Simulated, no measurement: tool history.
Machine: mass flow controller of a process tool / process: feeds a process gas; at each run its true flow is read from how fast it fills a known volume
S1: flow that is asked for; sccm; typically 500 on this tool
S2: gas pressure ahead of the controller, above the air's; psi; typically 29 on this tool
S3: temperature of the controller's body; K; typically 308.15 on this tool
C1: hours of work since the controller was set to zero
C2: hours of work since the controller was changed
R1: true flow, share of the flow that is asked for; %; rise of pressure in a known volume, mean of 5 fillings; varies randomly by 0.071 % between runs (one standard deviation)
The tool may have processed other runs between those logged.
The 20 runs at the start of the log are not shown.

run 21 hour=3246.2 | S1=500 S2=23.6 S3=308.15 | C1=3787 C2=3787 | R1=98.46
run 22 hour=3443.4 | S1=500 S2=23.6 S3=308.15 | C1=3875 C2=3875 | R1=98.57
run 23 hour=3588.7 | S1=500 S2=23.6 S3=308.15 | C1=3940 C2=3940 | R1=98.47
run 24 hour=3782.8 | S1=434 S2=32.9 S3=298.15 | C1=4026 C2=4026 | R1=97.48
-- hour=3874.3 gauge calibrated
run 25 hour=3888.5 | S1=434 S2=32.9 S3=298.15 | C1=4074 C2=4074 | R1=98.95
run 26 hour=4011.6 | S1=211 S2=37 S3=309.15 | C1=4128 C2=4128 | R1=99.22
run 27 hour=4193.9 | S1=211 S2=37 S3=309.15 | C1=4210 C2=4210 | R1=99.04
run 28 hour=4333.8 | S1=211 S2=37 S3=309.15 | C1=4272 C2=4272 | R1=98.99
run 29 hour=4541 | S1=821 S2=22.2 S3=307.15 | C1=4365 C2=4365 | R1=100.08
run 30 hour=4685.1 | S1=146 S2=34.2 S3=301.15 | C1=4429 C2=4429 | R1=98.27
run 31 hour=4894.4 | S1=146 S2=40.3 S3=300.15 | C1=4522 C2=4522 | R1=98.1
run 32 hour=5056.1 | S1=500 S2=29 S3=296.15 | C1=4595 C2=4595 | R1=98.48
run 33 hour=5200.1 | S1=500 S2=29 S3=296.15 | C1=4659 C2=4659 | R1=98.44
run 34 hour=5348.3 | S1=775 S2=38.4 S3=300.15 | C1=4725 C2=4725 | R1=98.96
run 35 hour=5501.6 | S1=500 S2=29 S3=302.15 | C1=4794 C2=4794 | R1=98.82
run 36 hour=5690.5 | S1=332 S2=24.1 S3=308.15 | C1=4878 C2=4878 | R1=98.86
run 37 hour=5777.6 | S1=332 S2=24.1 S3=308.15 | C1=4917 C2=4917 | R1=98.79
run 38 hour=5909.4 | S1=500 S2=34.5 S3=295.15 | C1=4976 C2=4976 | R1=98.18
run 39 hour=6038.8 | S1=289 S2=33.2 S3=294.15 | C1=5033 C2=5033 | R1=97.7
-- hour=6125.6 gauge calibrated
run 40 hour=6173 | S1=175 S2=33.2 S3=300.15 | C1=5093 C2=5093 | R1=98.59
run 41 hour=6302.1 | S1=859 S2=40.5 S3=310.15 | C1=5151 C2=5151 | R1=100.24
run 42 hour=6391 | S1=297 S2=22 S3=297.15 | C1=5190 C2=5190 | R1=98.76
run 43 hour=6510.7 | S1=297 S2=22 S3=297.15 | C1=5244 C2=5244 | R1=98.75
run 44 hour=6668 | S1=297 S2=22 S3=297.15 | C1=5314 C2=5314 | R1=98.69
run 45 hour=6845.8 | S1=297 S2=22 S3=297.15 | C1=5393 C2=5393 | R1=98.48

Forecast each of these 4 alternatives for the next run:
run A hour=6971.7 | S1=957 S2=29 S3=302.15 | C1=5450 C2=5450 | R1=?
run B hour=6971.7 | S1=742 S2=35.4 S3=297.15 | C1=5450 C2=5450 | R1=?
run C hour=6971.7 | S1=124 S2=29 S3=296.15 | C1=5450 C2=5450 | R1=?
run D hour=6971.7 | S1=297 S2=33.6 S3=297.15 | C1=5450 C2=5450 | R1=?

run=A R1=99.77
run=B R1=99.04
run=C R1=98.17
run=D R1=98.49
What these runs would have given with no unlogged condition in the tool:
run=A R1=100.11
run=B R1=99.37
run=C R1=98.51
run=D R1=98.83
